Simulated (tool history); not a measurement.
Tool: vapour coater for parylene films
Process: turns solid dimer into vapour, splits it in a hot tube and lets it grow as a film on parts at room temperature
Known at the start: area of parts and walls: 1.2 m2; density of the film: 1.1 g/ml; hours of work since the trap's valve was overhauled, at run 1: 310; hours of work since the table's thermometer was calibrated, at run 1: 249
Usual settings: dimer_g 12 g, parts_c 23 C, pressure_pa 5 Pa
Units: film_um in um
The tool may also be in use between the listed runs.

run	hour	dimer_g	parts_c	pressure_pa	hours of work since the trap's valve was overhauled	hours of work since the table's thermometer was calibrated	film_um
1	0	12	23	5	310	249	4.72
2	19.8	12	23	5	321	261	4.7
# hour 54.1: trap's valve overhauled
3	57.6	12	23	5	2	280	4.91
4	73.9	12	23	5	11	289	4.95
5	91.9	12	23	5	22	300	4.9
6	117.5	12	23	5	36	314	4.99
7	147.9	12	23	3.65	54	332	5.26
8	175.2	12	23	5	69	347	4.92
9	191.5	12	23	5	79	357	4.91
10	207.5	9	23	5	88	366	3.7
11	240.9	12	32	5	107	385	4.21
12	258	12	23	5	117	395	4.93
13	279	12	23	5	129	407	4.87
14	293.9	12	16	5	137	415	5.49
15	321.6	12	23	5	153	431	4.94
16	351.7	12	23	5	170	448	4.86
17	383.3	12	23	6.83	189	467	4.52
18	401.9	12	23	7.56	199	477	4.4
19	426.5	12	30	5	213	491	4.3
20	447.1	12	23	5	225	503	4.85
21	464.9	12	23	5	235	513	4.78
22	497.7	10	23	5	254	532	4.01
23	524.5	10	23	5	269	547	4.02
24	551.2	10	23	5	285	563	3.99
25	584.9	10	23	5	304	582	3.98
26	612.7	18	16	11.11	320	598	6.59
27	633.2	18	16	10.91	332	610	6.71
# hour 648.3: trap's valve overhauled
28	665.8	11	16	10.67	10	626	4.26
29	700.5	11	15	10.67	30	646	4.37
# hour 703.4: table's thermometer calibrated
30	737	5	23	5.4	50	19	2.04
31	760.2	5	23	5.4	64	33	2.02
# hour 762.9: table's thermometer calibrated, once more
32	782.7	5	23	2.66	76	11	2.32
33	817.1	5	23	2.66	96	31	2.37
34	851.3	20	31	6.13	115	51	6.75
35	880.4	20	31	6.13	132	67	6.77
36	896.1	6	31	3.2	141	76	2.3
37	922.1	12	27	4.38	156	91	4.62
38	952.7	7	15	10.02	173	109	2.74
39	980.7	7	23	9.53	189	125	2.44
40	998.8	15	23	9.53	200	135	5.08
41	1030.7	5	27	7.44	218	153	1.72
42	1058.8	5	27	7.44	234	169	1.7
43	1083.5	7	35	7.44	248	184	2.08
44	1108.4	8	28	5	262	198	2.9
45	1127.4	8	28	5	273	209	2.92
46	1152.2	8	26	4.94	287	223	3.07

3 ways to go on from here, each from the tool as it stands after run 46. What would each give?
A	1168.4	8	31	4.94	297	232	?
B	1168.4	11	17	5.23	297	232	?
C	1168.4	11	18	2.92	297	232	?

run	film_um
A	2.75
B	4.77
C	5.34
Without the tool's hidden state the same runs would have given:
run	film_um
A	2.86
B	4.96
C	5.55

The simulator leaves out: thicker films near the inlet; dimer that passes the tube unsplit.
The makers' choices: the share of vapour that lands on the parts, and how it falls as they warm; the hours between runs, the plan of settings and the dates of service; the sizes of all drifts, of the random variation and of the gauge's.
